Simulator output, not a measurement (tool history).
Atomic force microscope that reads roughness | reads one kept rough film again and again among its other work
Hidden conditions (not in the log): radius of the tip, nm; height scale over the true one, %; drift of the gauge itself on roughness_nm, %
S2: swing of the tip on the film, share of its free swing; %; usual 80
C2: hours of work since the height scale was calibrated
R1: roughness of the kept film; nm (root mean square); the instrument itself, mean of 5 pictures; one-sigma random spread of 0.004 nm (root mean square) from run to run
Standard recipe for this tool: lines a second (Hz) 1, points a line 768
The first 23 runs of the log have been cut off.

Run 24, day 7.512: usual settings but points a line 909; pictures with this tip 14; C2 46. Result: R1 0.574 nm (root mean square).
Run 25, day 7.904: usual settings but points a line 909; pictures with this tip 30; C2 53. Result: R1 0.575 nm (root mean square).
Run 26, day 8.275: usual settings but points a line 264; pictures with this tip 46; C2 60. Result: R1 0.569 nm (root mean square).
Run 27, day 8.621: usual settings but S2 78 %; pictures with this tip 61; C2 66. Result: R1 0.582 nm (root mean square).
Run 28, day 8.904: usual settings but lines a second (Hz) 1.1, points a line 294; pictures with this tip 72; C2 71. Result: R1 0.562 nm (root mean square).
Run 29, day 9.208: usual settings but lines a second (Hz) 0.58, points a line 909; pictures with this tip 85; C2 77. Result: R1 0.583 nm (root mean square).
Run 30, day 9.671: usual settings but lines a second (Hz) 2.92, points a line 638; pictures with this tip 105; C2 85. Result: R1 0.504 nm (root mean square).
Run 31, day 10.108: usual settings but lines a second (Hz) 2.92, points a line 638; pictures with this tip 123; C2 93. Result: R1 0.507 nm (root mean square).
Run 32, day 10.533: usual settings but lines a second (Hz) 2.29, S2 82 %, points a line 638; pictures with this tip 141; C2 101. Result: R1 0.514 nm (root mean square).
Run 33, day 10.833: usual settings but lines a second (Hz) 2.29, S2 82 %, points a line 638; pictures with this tip 154; C2 106. Result: R1 0.516 nm (root mean square).
Run 34, day 11.071: usual settings but points a line 468; pictures with this tip 164; C2 110. Result: R1 0.567 nm (root mean square).
Run 35, day 11.488: usual settings but S2 83 %, points a line 387; pictures with this tip 181; C2 118. Result: R1 0.556 nm (root mean square).
Run 36, day 11.708: usual settings but S2 70 %, points a line 646; pictures with this tip 191; C2 122. Result: R1 0.573 nm (root mean square).
Run 37, day 12.008: usual settings but lines a second (Hz) 1.17; pictures with this tip 203; C2 127. Result: R1 0.554 nm (root mean square).
At day 12.392: new tip fitted.
Run 38, day 12.454: usual settings but S2 84 %, points a line 1020; pictures with this tip 2; C2 135. Result: R1 0.579 nm (root mean square).

5 ways to go on from here, each from the tool as it stands after run 38. What would each give?
Run A, day 12.833: usual settings but S2 89 %, points a line 1020; pictures with this tip 18; C2 142. Result: R1 ?.
Run B, day 12.833: usual settings but lines a second (Hz) 1.49, points a line 340; pictures with this tip 18; C2 142. Result: R1 ?.
Run C, day 12.833: usual settings but S2 66 %; pictures with this tip 18; C2 142. Result: R1 ?.
Run D, day 12.833: usual settings but lines a second (Hz) 2.64, S2 82 %, points a line 560; pictures with this tip 18; C2 142. Result: R1 ?.
Run E, day 12.833: usual settings but lines a second (Hz) 0.61, S2 81 %; pictures with this tip 18; C2 142. Result: R1 ?.

run     R1
  A  0.554
  B  0.558
  C  0.592
  D   0.51
  E  0.585
Stripped of hidden state, with their random variation kept, the same runs would have yielded:
run     R1
  A  0.555
  B  0.559
  C  0.594
  D  0.511
  E  0.586
